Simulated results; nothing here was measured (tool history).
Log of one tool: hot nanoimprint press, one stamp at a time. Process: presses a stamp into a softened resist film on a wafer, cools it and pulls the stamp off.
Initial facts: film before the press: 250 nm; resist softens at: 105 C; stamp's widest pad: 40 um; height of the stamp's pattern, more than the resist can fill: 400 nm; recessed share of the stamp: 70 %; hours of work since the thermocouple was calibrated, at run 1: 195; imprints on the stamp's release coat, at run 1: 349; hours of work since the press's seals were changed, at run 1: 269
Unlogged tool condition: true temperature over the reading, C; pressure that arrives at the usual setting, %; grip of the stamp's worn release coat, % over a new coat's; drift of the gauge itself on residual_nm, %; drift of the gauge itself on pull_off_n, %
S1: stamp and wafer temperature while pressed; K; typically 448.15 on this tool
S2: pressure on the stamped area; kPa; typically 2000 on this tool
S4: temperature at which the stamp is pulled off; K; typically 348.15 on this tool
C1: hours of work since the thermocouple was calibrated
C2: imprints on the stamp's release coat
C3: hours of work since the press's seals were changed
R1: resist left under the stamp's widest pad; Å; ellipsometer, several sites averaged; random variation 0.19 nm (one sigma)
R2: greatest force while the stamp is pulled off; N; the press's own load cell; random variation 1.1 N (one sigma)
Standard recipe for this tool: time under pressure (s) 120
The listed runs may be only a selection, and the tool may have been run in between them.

{"run": 1, "hour": 0.0, "S1": 448.15, "S2": 2000, "time under pressure (s)": 120, "S4": 348.15, "C1": 195, "C2": 349, "C3": 269, "R1": 1040, "R2": 174}
{"run": 2, "hour": 8.9, "S1": 448.15, "S2": 2000, "time under pressure (s)": 120, "S4": 348.15, "C1": 199, "C2": 381, "C3": 273, "R1": 1043, "R2": 170}
{"run": 3, "hour": 20.8, "S1": 448.15, "S2": 2000, "time under pressure (s)": 120, "S4": 348.15, "C1": 205, "C2": 424, "C3": 279, "R1": 1040, "R2": 174}
{"run": 4, "hour": 36.1, "S1": 448.15, "S2": 2000, "time under pressure (s)": 120, "S4": 348.15, "C1": 212, "C2": 480, "C3": 286, "R1": 1042, "R2": 175}
{"run": 5, "hour": 49.5, "S1": 448.15, "S2": 2000, "time under pressure (s)": 120, "S4": 348.15, "C1": 218, "C2": 528, "C3": 293, "R1": 1040, "R2": 178}
{"run": 6, "hour": 59.3, "S1": 448.15, "S2": 2000, "time under pressure (s)": 120, "S4": 348.15, "C1": 223, "C2": 564, "C3": 298, "R1": 1040, "R2": 177}
{"hour": 66.1, "done": "stamp cleaned and given a new release coat"}
{"run": 7, "hour": 78.2, "S1": 448.15, "S2": 2000, "time under pressure (s)": 70, "S4": 351.15, "C1": 229, "C2": 44, "C3": 304, "R1": 1253, "R2": 153}
{"run": 8, "hour": 93.6, "S1": 448.15, "S2": 1610, "time under pressure (s)": 69, "S4": 351.15, "C1": 237, "C2": 100, "C3": 311, "R1": 1389, "R2": 155}
{"run": 9, "hour": 103.5, "S1": 447.15, "S2": 1610, "time under pressure (s)": 221, "S4": 354.15, "C1": 241, "C2": 135, "C3": 316, "R1": 972, "R2": 151}
{"run": 10, "hour": 112.6, "S1": 447.15, "S2": 1610, "time under pressure (s)": 221, "S4": 354.15, "C1": 246, "C2": 169, "C3": 320, "R1": 971, "R2": 150}

What does the tool deliver on the next run?
{"run": 11, "hour": 121.8, "S1": 449.15, "S2": 1520, "time under pressure (s)": 126, "S4": 348.15, "C1": 250, "C2": 202, "C3": 325, "R1": "?", "R2": "?"}

R1: 1127 Å
R2: 166 N
Had the tool carried no hidden state, the very same run would have given R1 1139 Å, R2 159 N.

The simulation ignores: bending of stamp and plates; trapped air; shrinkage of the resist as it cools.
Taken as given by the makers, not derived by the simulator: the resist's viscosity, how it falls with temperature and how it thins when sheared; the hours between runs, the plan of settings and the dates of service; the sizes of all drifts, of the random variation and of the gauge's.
